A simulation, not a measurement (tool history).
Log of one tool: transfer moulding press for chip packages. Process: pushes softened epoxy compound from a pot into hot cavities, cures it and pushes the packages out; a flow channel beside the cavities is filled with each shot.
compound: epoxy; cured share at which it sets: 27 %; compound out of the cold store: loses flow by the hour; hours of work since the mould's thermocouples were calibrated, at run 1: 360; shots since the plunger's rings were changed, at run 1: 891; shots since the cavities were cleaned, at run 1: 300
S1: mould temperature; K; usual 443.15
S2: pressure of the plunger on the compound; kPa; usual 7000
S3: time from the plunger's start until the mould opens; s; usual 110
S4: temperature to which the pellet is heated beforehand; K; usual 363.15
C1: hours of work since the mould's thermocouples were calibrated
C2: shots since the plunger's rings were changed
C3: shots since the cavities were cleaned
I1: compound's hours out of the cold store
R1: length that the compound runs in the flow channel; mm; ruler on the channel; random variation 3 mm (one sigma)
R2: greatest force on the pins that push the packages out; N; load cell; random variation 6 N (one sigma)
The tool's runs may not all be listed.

run 1 hour=0 | S1=443.15 S2=7000 S3=110 S4=363.15 | C1=360 C2=891 C3=300 | I1=9.7 | R1=984 R2=299
run 2 hour=26.6 | S1=443.15 S2=7000 S3=110 S4=363.15 | C1=373 C2=1128 C3=537 | I1=12.3 | R1=976 R2=342
run 3 hour=48.1 | S1=443.15 S2=7000 S3=110 S4=367.15 | C1=383 C2=1320 C3=729 | I1=22 | R1=943 R2=356
-- hour=58.6 cavities cleaned with cleaning compound and waxed
run 4 hour=67.4 | S1=443.15 S2=7000 S3=110 S4=367.15 | C1=392 C2=1479 C3=78 | I1=45.9 | R1=873 R2=252
run 5 hour=93.5 | S1=443.15 S2=7000 S3=110 S4=367.15 | C1=404 C2=1711 C3=310 | I1=26.1 | R1=926 R2=319
run 6 hour=123.6 | S1=443.15 S2=7000 S3=110 S4=363.15 | C1=419 C2=1981 C3=580 | I1=27.4 | R1=913 R2=349
-- hour=148.8 cavities cleaned with cleaning compound and waxed
run 7 hour=150.8 | S1=443.15 S2=7000 S3=110 S4=363.15 | C1=432 C2=2210 C3=18 | I1=31.6 | R1=899 R2=234
run 8 hour=183.6 | S1=443.15 S2=7000 S3=110 S4=363.15 | C1=448 C2=2503 C3=311 | I1=26.7 | R1=910 R2=311
run 9 hour=206 | S1=439.15 S2=7000 S3=110 S4=363.15 | C1=458 C2=2703 C3=511 | I1=13.9 | R1=969 R2=433
run 10 hour=227 | S1=443.15 S2=7000 S3=110 S4=363.15 | C1=469 C2=2890 C3=698 | I1=29.3 | R1=904 R2=340
-- hour=238.9 cavities cleaned with cleaning compound and waxed
run 11 hour=261.8 | S1=443.15 S2=7000 S3=126 S4=363.15 | C1=485 C2=3187 C3=204 | I1=33.5 | R1=887 R2=260
run 12 hour=281.4 | S1=443.15 S2=7000 S3=113 S4=363.15 | C1=494 C2=3362 C3=379 | I1=18.2 | R1=925 R2=315
-- hour=302.3 plunger's sealing rings changed
run 13 hour=302.3 | S1=443.15 S2=7000 S3=113 S4=363.15 | C1=503 C2=0 C3=543 | I1=24.7 | R1=955 R2=324
run 14 hour=321.6 | S1=443.15 S2=7000 S3=110 S4=363.15 | C1=513 C2=173 C3=716 | I1=13.1 | R1=989 R2=374
-- hour=332 cavities cleaned with cleaning compound and waxed
run 15 hour=361.5 | S1=443.15 S2=6360 S3=116 S4=363.15 | C1=531 C2=515 C3=264 | I1=35.1 | R1=870 R2=288
run 16 hour=394.6 | S1=450.15 S2=6360 S3=116 S4=364.15 | C1=548 C2=810 C3=559 | I1=10.3 | R1=916 R2=300
-- hour=421.9 cavities cleaned with cleaning compound and waxed
run 17 hour=425.3 | S1=450.15 S2=6360 S3=116 S4=364.15 | C1=562 C2=1071 C3=30 | I1=37 | R1=840 R2=203
run 18 hour=459.2 | S1=448.15 S2=7460 S3=124 S4=353.15 | C1=578 C2=1373 C3=332 | I1=29.5 | R1=932 R2=274
run 19 hour=478.9 | S1=448.15 S2=7460 S3=124 S4=353.15 | C1=588 C2=1549 C3=508 | I1=35 | R1=915 R2=290
-- hour=511.8 cavities cleaned with cleaning compound and waxed
run 20 hour=513.7 | S1=448.15 S2=6860 S3=120 S4=354.15 | C1=604 C2=1847 C3=17 | I1=19.4 | R1=919 R2=212
run 21 hour=537.4 | S1=448.15 S2=6860 S3=120 S4=354.15 | C1=615 C2=2058 C3=228 | I1=47.1 | R1=840 R2=253
run 22 hour=558.8 | S1=436.15 S2=8630 S3=110 S4=354.15 | C1=626 C2=2249 C3=419 | I1=38 | R1=1020 R2=520
run 23 hour=590 | S1=437.15 S2=7000 S3=120 S4=359.15 | C1=641 C2=2527 C3=697 | I1=13.4 | R1=986 R2=437
-- hour=603.5 cavities cleaned with cleaning compound and waxed
run 24 hour=622.9 | S1=448.15 S2=7000 S3=92 S4=370.15 | C1=656 C2=2808 C3=173 | I1=33.2 | R1=874 R2=275
run 25 hour=653.9 | S1=437.15 S2=5940 S3=132 S4=361.15 | C1=671 C2=3084 C3=449 | I1=48 | R1=809 R2=336
run 26 hour=688 | S1=447.15 S2=8490 S3=132 S4=361.15 | C1=688 C2=3388 C3=753 | I1=16 | R1=1017 R2=309
-- hour=695.2 cavities cleaned with cleaning compound and waxed
-- hour=708 plunger's sealing rings changed
run 27 hour=713.2 | S1=447.15 S2=8490 S3=132 S4=361.15 | C1=698 C2=47 C3=139 | I1=17.3 | R1=1051 R2=231
run 28 hour=730.7 | S1=447.15 S2=8490 S3=117 S4=369.15 | C1=707 C2=203 C3=295 | I1=21 | R1=1039 R2=265

4 ways to go on from here, each from the tool as it stands after run 28. What would each give?
run A hour=748.8 | S1=443.15 S2=5620 S3=110 S4=363.15 | C1=716 C2=364 C3=456 | I1=36.2 | R1=? R2=?
run B hour=748.8 | S1=447.15 S2=5670 S3=129 S4=360.15 | C1=716 C2=364 C3=456 | I1=34.6 | R1=? R2=?
run C hour=748.8 | S1=436.15 S2=7920 S3=117 S4=369.15 | C1=716 C2=364 C3=456 | I1=44.5 | R1=? R2=?
run D hour=748.8 | S1=435.15 S2=5220 S3=110 S4=363.15 | C1=716 C2=364 C3=456 | I1=16.8 | R1=? R2=?

run=A R1=823 R2=342
run=B R1=813 R2=291
run=C R1=978 R2=442
run=D R1=870 R2=583
Without the tool's hidden state the same runs would have given:
run=A R1=825 R2=228
run=B R1=814 R2=201
run=C R1=979 R2=282
run=D R1=871 R2=368
